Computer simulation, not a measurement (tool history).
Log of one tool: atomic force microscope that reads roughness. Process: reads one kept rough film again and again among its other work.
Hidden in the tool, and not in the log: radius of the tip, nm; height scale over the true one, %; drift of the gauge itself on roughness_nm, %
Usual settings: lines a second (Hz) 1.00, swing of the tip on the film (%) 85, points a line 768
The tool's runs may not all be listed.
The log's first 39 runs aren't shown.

run	day	lines a second (Hz)	swing of the tip on the film (%)	points a line	pictures with this tip	hours of work since the height scale was calibrated	roughness of the kept film (nm (root mean square))
# day 33.346: new tip fitted
40	33.592	1.00	60	661	10	723	1.033
41	34.625	2.11	85	768	51	736	0.856
# day 35.212: new tip fitted
42	35.417	1.36	84	651	8	746	0.953
43	36.017	0.70	67	556	33	754	1.013
44	37.008	0.70	67	556	72	767	0.985
# day 37.121: new tip fitted
45	37.804	2.13	83	635	28	777	0.885
46	38.817	3.03	68	635	68	790	0.907
# day 38.992: new tip fitted
47	39.604	0.70	64	944	24	800	1.029
48	40.188	0.70	64	944	48	808	1.017
# day 40.888: new tip fitted
49	40.888	0.70	64	944	0	817	1.050
50	41.388	1.00	83	434	20	823	0.964

5 ways to go on from here, each from the tool as it stands after run 50. What would each give?
A	42.167	3.74	72	855	52	833	?
B	42.167	0.70	85	847	52	833	?
C	42.167	1.00	81	364	52	833	?
D	42.167	1.07	83	434	52	833	?
E	42.167	1.00	66	454	52	833	?

run	roughness of the kept film (nm (root mean square))
A	0.873
B	0.965
C	0.953
D	0.942
E	0.993
Without the tool's hidden state the same runs would have given:
run	roughness of the kept film (nm (root mean square))
A	0.911
B	1.008
C	0.995
D	0.983
E	1.037
